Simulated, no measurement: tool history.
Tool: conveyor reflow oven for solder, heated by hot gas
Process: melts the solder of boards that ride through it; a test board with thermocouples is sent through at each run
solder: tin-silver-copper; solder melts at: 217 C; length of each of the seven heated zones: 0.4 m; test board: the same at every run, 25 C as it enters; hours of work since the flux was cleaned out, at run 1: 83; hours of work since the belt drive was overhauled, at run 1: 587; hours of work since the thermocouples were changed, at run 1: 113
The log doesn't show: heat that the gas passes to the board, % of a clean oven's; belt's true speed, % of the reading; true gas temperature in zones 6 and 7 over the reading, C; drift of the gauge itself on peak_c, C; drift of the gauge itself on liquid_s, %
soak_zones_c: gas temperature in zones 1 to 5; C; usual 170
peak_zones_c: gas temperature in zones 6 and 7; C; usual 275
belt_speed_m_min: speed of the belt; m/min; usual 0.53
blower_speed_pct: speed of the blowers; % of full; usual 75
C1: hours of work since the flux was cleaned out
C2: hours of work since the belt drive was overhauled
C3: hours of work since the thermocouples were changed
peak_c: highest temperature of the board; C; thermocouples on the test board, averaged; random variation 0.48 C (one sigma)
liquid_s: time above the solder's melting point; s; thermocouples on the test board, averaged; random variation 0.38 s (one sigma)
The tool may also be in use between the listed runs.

run 1 day=0 | soak_zones_c=170 peak_zones_c=275 belt_speed_m_min=0.53 blower_speed_pct=75 | C1=83 C2=587 C3=113 | peak_c=263.3 liquid_s=76.2
run 2 day=1.954 | soak_zones_c=170 peak_zones_c=275 belt_speed_m_min=0.53 blower_speed_pct=75 | C1=102 C2=606 C3=132 | peak_c=262.9 liquid_s=76.1
run 3 day=3.454 | soak_zones_c=170 peak_zones_c=275 belt_speed_m_min=0.537 blower_speed_pct=75 | C1=117 C2=621 C3=147 | peak_c=262.5 liquid_s=74.2
run 4 day=4.992 | soak_zones_c=170 peak_zones_c=275 belt_speed_m_min=0.53 blower_speed_pct=51 | C1=132 C2=636 C3=162 | peak_c=258.6 liquid_s=72.9
run 5 day=7.629 | soak_zones_c=170 peak_zones_c=275 belt_speed_m_min=0.53 blower_speed_pct=51 | C1=158 C2=662 C3=188 | peak_c=259 liquid_s=73.1
run 6 day=11.029 | soak_zones_c=170 peak_zones_c=275 belt_speed_m_min=0.53 blower_speed_pct=51 | C1=192 C2=696 C3=222 | peak_c=257.6 liquid_s=72.7
run 7 day=12.696 | soak_zones_c=170 peak_zones_c=275 belt_speed_m_min=0.53 blower_speed_pct=51 | C1=208 C2=713 C3=238 | peak_c=257.9 liquid_s=72.6
run 8 day=14.246 | soak_zones_c=170 peak_zones_c=275 belt_speed_m_min=0.591 blower_speed_pct=75 | C1=224 C2=728 C3=254 | peak_c=258.1 liquid_s=65.2
run 9 day=16.254 | soak_zones_c=156 peak_zones_c=281 belt_speed_m_min=0.536 blower_speed_pct=59 | C1=243 C2=748 C3=273 | peak_c=262.9 liquid_s=70
run 10 day=18.008 | soak_zones_c=165 peak_zones_c=275 belt_speed_m_min=0.53 blower_speed_pct=65 | C1=261 C2=765 C3=291 | peak_c=259.1 liquid_s=71.8
run 11 day=19.867 | soak_zones_c=183 peak_zones_c=275 belt_speed_m_min=0.53 blower_speed_pct=75 | C1=279 C2=783 C3=309 | peak_c=262.7 liquid_s=81.7
run 12 day=21.679 | soak_zones_c=184 peak_zones_c=275 belt_speed_m_min=0.467 blower_speed_pct=84 | C1=297 C2=801 C3=327 | peak_c=266.2 liquid_s=96.7
run 13 day=23.512 | soak_zones_c=170 peak_zones_c=274 belt_speed_m_min=0.567 blower_speed_pct=75 | C1=315 C2=819 C3=345 | peak_c=257.6 liquid_s=67.4

Forecast run 14:
run 14 day=26.079 | soak_zones_c=170 peak_zones_c=266 belt_speed_m_min=0.567 blower_speed_pct=75 | C1=340 C2=845 C3=370 | peak_c=? liquid_s=?

peak_c: 250.2 C
liquid_s: 61.5 s
Without the tool's hidden state the same run would have given peak_c 252.5 C, liquid_s 62.4 s.

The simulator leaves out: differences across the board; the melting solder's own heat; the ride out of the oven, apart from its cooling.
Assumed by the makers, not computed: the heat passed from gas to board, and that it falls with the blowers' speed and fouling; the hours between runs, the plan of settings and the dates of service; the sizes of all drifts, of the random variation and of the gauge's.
